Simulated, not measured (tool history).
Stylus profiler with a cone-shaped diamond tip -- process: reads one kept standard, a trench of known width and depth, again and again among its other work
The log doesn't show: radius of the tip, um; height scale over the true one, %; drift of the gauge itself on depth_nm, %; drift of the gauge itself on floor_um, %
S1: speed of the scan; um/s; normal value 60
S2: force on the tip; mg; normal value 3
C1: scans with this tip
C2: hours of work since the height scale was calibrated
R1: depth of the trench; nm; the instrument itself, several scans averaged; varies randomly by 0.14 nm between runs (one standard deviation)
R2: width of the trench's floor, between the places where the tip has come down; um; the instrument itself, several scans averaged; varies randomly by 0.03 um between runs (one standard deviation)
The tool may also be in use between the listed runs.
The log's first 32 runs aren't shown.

run,hour,S1,S2,C1,C2,R1,R2
33,1420.3,63,1.43,2210,215,504.77,26.91
34,1461.6,48,6.34,2431,237,512.55,27.12
35,1493.6,119,1.1,2602,254,504.11,26.53
36,1553.1,119,1.1,2920,285,504.32,26.49
37,1588.5,119,1.1,3109,303,504.27,26.47
38,1625.5,119,1.1,3306,322,504.15,26.49
39,1685.4,119,1.1,3627,353,504.55,26.46
40,1717,16,3.19,3795,370,508.26,27.09
41,1745.7,112,7.35,3949,385,513.96,26.89
42,1796.5,60,4.26,4220,411,509.65,26.93
43,1834.1,22,5.47,4421,431,511.5,27.04
44,1887.1,72,2.54,4704,458,506.99,26.81
45,1916.8,109,4.51,4863,474,510.45,26.79
46,1968.7,39,1.09,5140,501,504.49,26.87
47,2009.1,133,1.53,5356,522,505.46,26.4

Forecast each of these 3 alternatives for the next run:
A,2040.8,55,1.14,5525,539,?,?
B,2040.8,116,2.2,5525,539,?,?
C,2040.8,25,2.06,5525,539,?,?

run,R1,R2
A,504.5,26.72
B,506.72,26.52
C,506.2,26.95
Without the tool's unlogged condition, the same runs would have read:
run,R1,R2
A,503.67,27.02
B,505.89,26.83
C,505.38,27.26

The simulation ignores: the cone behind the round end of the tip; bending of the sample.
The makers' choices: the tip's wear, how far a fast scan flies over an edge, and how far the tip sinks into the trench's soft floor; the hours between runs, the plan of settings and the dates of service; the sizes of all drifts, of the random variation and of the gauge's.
